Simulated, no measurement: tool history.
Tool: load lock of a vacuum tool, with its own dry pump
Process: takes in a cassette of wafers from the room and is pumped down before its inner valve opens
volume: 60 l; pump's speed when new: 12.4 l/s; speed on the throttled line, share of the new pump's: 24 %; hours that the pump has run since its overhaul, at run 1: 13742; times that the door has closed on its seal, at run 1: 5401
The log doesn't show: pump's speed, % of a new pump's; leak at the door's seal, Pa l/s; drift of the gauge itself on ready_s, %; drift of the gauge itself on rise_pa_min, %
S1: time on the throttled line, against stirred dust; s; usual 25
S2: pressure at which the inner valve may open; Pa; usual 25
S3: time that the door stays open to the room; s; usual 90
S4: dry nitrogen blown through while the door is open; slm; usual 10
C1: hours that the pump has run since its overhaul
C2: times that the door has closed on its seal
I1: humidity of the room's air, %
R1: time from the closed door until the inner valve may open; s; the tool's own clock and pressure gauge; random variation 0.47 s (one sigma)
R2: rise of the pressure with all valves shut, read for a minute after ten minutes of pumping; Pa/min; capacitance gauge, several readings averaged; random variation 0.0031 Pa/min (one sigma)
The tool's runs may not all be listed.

run 1 day=0.000 | S1=25 S2=25 S3=90 S4=10 | C1=13742 C2=5401 | I1=44.6 | R1=59.8 R2=0.079
run 2 day=26.408 | S1=25 S2=25 S3=90 S4=10 | C1=14376 C2=8553 | I1=45.3 | R1=59.7 R2=0.079
run 3 day=53.846 | S1=25 S2=25 S3=90 S4=10 | C1=15035 C2=11827 | I1=43.5 | R1=58.7 R2=0.075
run 4 day=81.608 | S1=25 S2=25 S3=90 S4=10 | C1=15701 C2=15141 | I1=43.3 | R1=59.5 R2=0.073
run 5 day=100.692 | S1=49 S2=25 S3=90 S4=10 | C1=16159 C2=17419 | I1=47.2 | R1=77.8 R2=0.082
run 6 day=115.858 | S1=25 S2=25 S3=34 S4=10 | C1=16523 C2=19229 | I1=43.7 | R1=59.5 R2=0.040
-- day=128.775 dry pump taken out, an overhauled one fitted
run 7 day=128.775 | S1=25 S2=25 S3=34 S4=10 | C1=0 C2=20740 | I1=42.9 | R1=59.1 R2=0.038
run 8 day=143.092 | S1=25 S2=25 S3=90 S4=4 | C1=344 C2=22449 | I1=45.4 | R1=59.4 R2=0.087
run 9 day=156.567 | S1=25 S2=25 S3=90 S4=4 | C1=667 C2=24057 | I1=45.8 | R1=59.0 R2=0.089
run 10 day=173.638 | S1=25 S2=25 S3=90 S4=10 | C1=1077 C2=26095 | I1=44.4 | R1=59.2 R2=0.074
run 11 day=195.896 | S1=29 S2=25 S3=90 S4=10 | C1=1611 C2=28751 | I1=42.2 | R1=62.3 R2=0.068
run 12 day=209.475 | S1=29 S2=25 S3=90 S4=10 | C1=1937 C2=30372 | I1=44.0 | R1=62.5 R2=0.067
run 13 day=224.275 | S1=25 S2=25 S3=90 S4=10 | C1=2292 C2=32138 | I1=48.2 | R1=58.8 R2=0.083
run 14 day=243.058 | S1=25 S2=25 S3=90 S4=19 | C1=2743 C2=34380 | I1=46.1 | R1=58.7 R2=0.058
run 15 day=266.483 | S1=25 S2=25 S3=90 S4=19 | C1=3305 C2=37176 | I1=46.3 | R1=59.8 R2=0.065
run 16 day=291.854 | S1=25 S2=25 S3=90 S4=19 | C1=3914 C2=40203 | I1=44.8 | R1=60.1 R2=0.061
run 17 day=312.692 | S1=25 S2=25 S3=90 S4=19 | C1=4414 C2=42690 | I1=44.1 | R1=59.4 R2=0.064
run 18 day=328.571 | S1=25 S2=25 S3=50 S4=10 | C1=4795 C2=44586 | I1=48.3 | R1=59.5 R2=0.058
run 19 day=343.438 | S1=25 S2=25 S3=50 S4=10 | C1=5152 C2=46360 | I1=47.6 | R1=60.2 R2=0.053
run 20 day=360.108 | S1=40 S2=20 S3=55 S4=28 | C1=5552 C2=48349 | I1=45.7 | R1=74.4 R2=0.044
run 21 day=377.367 | S1=40 S2=20 S3=55 S4=28 | C1=5966 C2=50409 | I1=44.3 | R1=71.5 R2=0.048
run 22 day=400.954 | S1=17 S2=28 S3=53 S4=4 | C1=6532 C2=53224 | I1=43.1 | R1=52.7 R2=0.066
run 23 day=427.708 | S1=17 S2=28 S3=53 S4=4 | C1=7174 C2=56418 | I1=44.1 | R1=52.4 R2=0.054
run 24 day=445.938 | S1=25 S2=18 S3=150 S4=10 | C1=7612 C2=58593 | I1=45.7 | R1=61.3 R2=0.120
run 25 day=469.496 | S1=14 S2=25 S3=90 S4=10 | C1=8177 C2=61405 | I1=45.4 | R1=51.4 R2=0.081
run 26 day=487.642 | S1=25 S2=25 S3=76 S4=10 | C1=8613 C2=63570 | I1=45.2 | R1=59.2 R2=0.069
run 27 day=515.175 | S1=13 S2=25 S3=206 S4=10 | C1=9274 C2=66856 | I1=46.3 | R1=50.2 R2=0.146
run 28 day=527.133 | S1=25 S2=49 S3=90 S4=8 | C1=9561 C2=68283 | I1=42.0 | R1=55.9 R2=0.074
-- day=538.050 door's seal changed, seat wiped
run 29 day=555.071 | S1=30 S2=25 S3=27 S4=10 | C1=10230 C2=2031 | I1=47.7 | R1=63.1 R2=0.028
run 30 day=566.554 | S1=20 S2=25 S3=27 S4=22 | C1=10505 C2=3401 | I1=44.2 | R1=55.5 R2=0.023
run 31 day=582.600 | S1=20 S2=25 S3=27 S4=22 | C1=10890 C2=5317 | I1=50.3 | R1=55.6 R2=0.029
run 32 day=598.475 | S1=25 S2=21 S3=90 S4=5 | C1=11271 C2=7212 | I1=45.5 | R1=59.7 R2=0.086
run 33 day=622.021 | S1=25 S2=21 S3=90 S4=5 | C1=11836 C2=10022 | I1=46.5 | R1=60.9 R2=0.086
run 34 day=640.892 | S1=25 S2=21 S3=90 S4=5 | C1=12289 C2=12274 | I1=45.6 | R1=60.2 R2=0.088
run 35 day=663.738 | S1=17 S2=19 S3=60 S4=9 | C1=12838 C2=15000 | I1=44.5 | R1=55.2 R2=0.059
run 36 day=681.879 | S1=14 S2=19 S3=60 S4=7 | C1=13273 C2=17165 | I1=47.0 | R1=52.8 R2=0.063

4 ways to go on from here, each from the tool as it stands after run 36. What would each give?
run A day=698.125 | S1=14 S2=19 S3=34 S4=6 | C1=13663 C2=19104 | I1=42.0 | R1=? R2=?
run B day=698.125 | S1=14 S2=20 S3=170 S4=27 | C1=13663 C2=19104 | I1=47.0 | R1=? R2=?
run C day=698.125 | S1=25 S2=25 S3=68 S4=25 | C1=13663 C2=19104 | I1=44.6 | R1=? R2=?
run D day=698.125 | S1=14 S2=19 S3=26 S4=7 | C1=13663 C2=19104 | I1=45.2 | R1=? R2=?

run=A R1=52.3 R2=0.035
run=B R1=51.6 R2=0.093
run=C R1=58.9 R2=0.049
run=D R1=52.5 R2=0.030
Without the tool's hidden state the same runs would have given:
run=A R1=52.2 R2=0.034
run=B R1=51.5 R2=0.093
run=C R1=58.8 R2=0.049
run=D R1=52.3 R2=0.029

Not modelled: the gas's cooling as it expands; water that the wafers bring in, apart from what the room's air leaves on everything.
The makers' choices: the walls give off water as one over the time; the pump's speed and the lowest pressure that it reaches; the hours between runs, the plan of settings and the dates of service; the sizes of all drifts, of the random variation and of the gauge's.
